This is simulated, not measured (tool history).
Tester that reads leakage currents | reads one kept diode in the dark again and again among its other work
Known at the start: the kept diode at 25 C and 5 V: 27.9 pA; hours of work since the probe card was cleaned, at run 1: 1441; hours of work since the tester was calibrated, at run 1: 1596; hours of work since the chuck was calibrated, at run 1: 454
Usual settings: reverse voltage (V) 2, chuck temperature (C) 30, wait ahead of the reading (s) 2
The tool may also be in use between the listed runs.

run     day  reverse voltage (V)  chuck temperature (C)  wait ahead of the reading (s)  hours of work since the probe card was cleaned  hours of work since the tester was calibrated  hours of work since the chuck was calibrated  current that the tester gives (pA)
  1       0                    2                     30                              2                                            1441                                           1596                                           454                                30.3
  2   6.375                    2                     30                              2                                            1510                                           1665                                           522                               30.15
  3  10.625                    2                     30                              2                                            1555                                           1710                                           568                               30.03
  4  16.629                    2                     30                              2                                            1620                                           1775                                           633                                30.1
  5  20.117                    2                     30                              2                                            1658                                           1812                                           670                               29.96
  6  24.058                    2                     30                              2                                            1700                                           1855                                           712                               30.09
  7  28.217                    2                     30                              2                                            1745                                           1899                                           757                               30.13
  8  32.154                    2                     26                              2                                            1787                                           1942                                           800                               21.27
  9   37.75                    2                     58                              2                                            1847                                           2002                                           860                              278.23
 10  43.458                12.19                     58                              2                                            1909                                           2063                                           921                              598.88
 11  48.938                12.19                     58                              2                                            1967                                           2122                                           980                              595.38
 12  53.212                    2                     22                              2                                            2013                                           2168                                          1026                               14.88
 13  59.042                    2                     22                              2                                            2076                                           2231                                          1089                               14.92
 14  64.221                    2                     22                              2                                            2132                                           2287                                          1144                               14.85
 15  70.562                    2                     22                              2                                            2200                                           2355                                          1213                               14.95
 16  74.671                    2                     22                              2                                            2244                                           2399                                          1257                               14.87
 17  80.238                    2                     30                              2                                            2304                                           2459                                          1317                               30.22
 18  83.342                    2                     30                           0.34                                            2337                                           2492                                          1350                               32.08

Forecast run 19:
 19  89.521                    2                     30                              2                                            2404                                           2559                                          1417                                   ?

current that the tester gives (pA): 29.97
Without the tool's hidden state the same run would have given current that the tester gives (pA) 29.93.
